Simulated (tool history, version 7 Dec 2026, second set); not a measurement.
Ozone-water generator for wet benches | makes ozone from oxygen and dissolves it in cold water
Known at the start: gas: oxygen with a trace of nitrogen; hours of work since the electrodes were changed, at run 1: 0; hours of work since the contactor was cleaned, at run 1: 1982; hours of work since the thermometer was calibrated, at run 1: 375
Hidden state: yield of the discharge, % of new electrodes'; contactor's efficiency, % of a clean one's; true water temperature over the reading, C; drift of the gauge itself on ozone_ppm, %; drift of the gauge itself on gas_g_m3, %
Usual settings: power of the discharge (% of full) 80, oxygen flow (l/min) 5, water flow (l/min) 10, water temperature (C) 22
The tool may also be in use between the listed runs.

run    hour  power of the discharge (% of full)  oxygen flow (l/min)  water flow (l/min)  water temperature (C)  hours of work since the electrodes were changed  hours of work since the contactor was cleaned  hours of work since the thermometer was calibrated  dissolved ozone (ppm)  ozone in the gas ahead of the water (g/m3)
  1       0                                  80                    5                  10                     22                                                0                                           1982                                                 375                   27.2                                       188.1
  2   167.6                                  80                  4.7                  10                     22                                              139                                           2121                                                 514                   27.4                                       194.8
  3   305.6                                  80                  4.7                  10                     22                                              254                                           2235                                                 629                   27.3                                       193.6
  4   418.8                                  80                  4.7                  10                     22                                              348                                           2330                                                 723                   26.4                                       195.1
  5   495.9                                  80                  4.7                  10                     22                                              412                                           2393                                                 787                   26.7                                       191.3
      522.7  -- contactor cleaned
  6   606.5                                  80                  4.7                  10                     22                                              500                                             70                                                 876                   27.7                                       191.4
  7   698.8                                  80                  4.7                  10                     22                                              577                                            146                                                 952                   27.3                                       192.7
  8   815.7                                  80                  4.7                  10                     22                                              674                                            243                                                1049                   26.9                                       187.4
  9   993.9                                  80                  4.7                  10                     22                                              822                                            391                                                1197                   26.8                                         189
 10  1144.1                                  80                  4.7                  10                     22                                              947                                            516                                                1322                   26.5                                       181.9
 11  1301.6                                  80                  4.7                  10                     22                                             1078                                            647                                                1453                   26.1                                       183.5
 12  1387.5                                  49                    5                  10                     22                                             1149                                            718                                                1524                   19.2                                       133.4
 13  1534.1                                  49                    5                  10                     22                                             1271                                            840                                                1646                   19.2                                       130.8
 14  1664.9                                  80                 2.78                  10                     22                                             1379                                            949                                                1754                   28.4                                       252.1
 15  1800.1                                  80                    5                  16                     22                                             1492                                           1061                                                1867                   18.9                                       172.5
 16  1873.5                                  80                    5                  16                     22                                             1553                                           1122                                                1928                   18.9                                       170.6
 17    1959                                  84                 4.09                  15                     24                                             1624                                           1193                                                1999                   20.1                                       196.6
 18  2081.7                                  84                 4.09                  15                     24                                             1725                                           1295                                                2101                   19.9                                       196.9
 19  2164.3                                  84                 3.86                   8                     22                                             1794                                           1363                                                2169                   29.8                                       201.8
 20  2290.3                                  70                 6.56                  10                     22                                             1899                                           1468                                                2274                   20.5                                       131.2
 21  2416.5                                  46                  3.8                   8                     20                                             2003                                           1573                                                2379                     22                                       147.8
 22  2597.7                                  46                  3.8                   8                     20                                             2154                                           1723                                                2529                   21.9                                       143.8
 23  2710.7                                  80                    5                   8                     14                                             2248                                           1817                                                2623                   30.3                                       162.7
 24  2868.3                                  80                    5                   8                     14                                             2379                                           1948                                                2754                   30.2                                       159.9
 25  2990.1                                  80                    5                   8                     14                                             2480                                           2049                                                2855                   29.5                                       159.6

Forecast run 26:
 26  3084.1                                  75                 5.25                   9                     18                                             2558                                           2127                                                2933                      ?                                           ?

{"run 26": {"dissolved ozone (ppm)": 24.6, "ozone in the gas ahead of the water (g/m3)": 149.4}}
Without the tool's hidden state the same run would have given dissolved ozone (ppm) 30.7, ozone in the gas ahead of the water (g/m3) 178.8.
